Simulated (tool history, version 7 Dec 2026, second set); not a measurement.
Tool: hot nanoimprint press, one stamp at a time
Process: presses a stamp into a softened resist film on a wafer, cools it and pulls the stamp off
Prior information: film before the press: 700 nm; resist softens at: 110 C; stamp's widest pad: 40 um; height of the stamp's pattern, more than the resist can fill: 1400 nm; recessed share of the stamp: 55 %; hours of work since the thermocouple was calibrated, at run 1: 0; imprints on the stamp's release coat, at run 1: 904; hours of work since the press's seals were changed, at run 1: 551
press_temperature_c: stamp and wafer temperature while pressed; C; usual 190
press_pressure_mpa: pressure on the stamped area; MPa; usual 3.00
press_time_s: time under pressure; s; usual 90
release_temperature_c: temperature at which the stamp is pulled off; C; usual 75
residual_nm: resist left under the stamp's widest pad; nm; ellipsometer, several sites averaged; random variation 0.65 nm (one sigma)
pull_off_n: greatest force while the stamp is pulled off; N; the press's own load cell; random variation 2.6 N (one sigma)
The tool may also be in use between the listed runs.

run   hour  press_temperature_c  press_pressure_mpa  press_time_s  release_temperature_c  hours of work since the thermocouple was calibrated  imprints on the stamp's release coat  hours of work since the press's seals were changed  residual_nm  pull_off_n
  1    0.0                  190                3.00            90                     75                                                    0                                   904                                                 551        325.2         122
  2   23.1                  190                3.00            90                     62                                                   15                                   956                                                 567        323.9         164
  3   47.7                  190                2.38            90                     75                                                   32                                  1012                                                 583        368.0         119
  4   84.1                  190                4.69            90                     75                                                   56                                  1094                                                 608        250.1         119
  5  124.9                  190                4.69            90                     75                                                   84                                  1187                                                 635        250.3         127
  6  157.1                  190                4.69            80                     75                                                  105                                  1259                                                 656        261.2         123
     170.0  -- press's hydraulic seals changed and the load cell set to zero
  7  211.5                  190                4.69            80                     75                                                  136                                  1364                                                  28        259.5         122
  8  235.2                  187                3.00            90                     75                                                  152                                  1418                                                  44        348.4         121
  9  263.8                  187                3.00            90                     75                                                  171                                  1483                                                  63        347.3         122
     274.7  -- stamp cleaned and given a new release coat
 10  308.8                  187                3.00            90                     75                                                  197                                    77                                                  89        346.2         115
 11  341.6                  187                3.00            90                     75                                                  219                                   151                                                 111        347.3         120
 12  369.7                  190                3.00            52                     75                                                  238                                   215                                                 129        381.4         124
 13  418.2                  190                3.00            90                     60                                                  270                                   324                                                 162        322.7         174
 14  443.2                  190                3.00           154                     75                                                  287                                   381                                                 179        270.6         120
 15  489.6                  190                3.00           154                     75                                                  318                                   486                                                 210        271.4         125
 16  526.2                  190                3.00           154                     75                                                  342                                   569                                                 234        269.5         125
 17  550.3                  196                2.64            90                     75                                                  359                                   623                                                 250        302.1         122
 18  581.3                  196                2.64            90                     75                                                  379                                   693                                                 271        301.9         123
 19  634.0                  196                2.25           110                     74                                                  414                                   812                                                 306        309.8         126
 20  675.8                  195                3.59            90                     75                                                  442                                   907                                                 334        258.5         122
 21  711.4                  197                4.38            90                     75                                                  466                                   988                                                 358        219.0         122

Predict the results of run 22:
 22  745.7                  197                2.83            90                     82                                                  489                                  1065                                                 381            ?           ?

{"run 22": {"residual_nm": 282.5, "pull_off_n": 98}}
The same run, on a tool lacking any hidden state, would have yielded residual_nm 284.4 nm, pull_off_n 98 N.
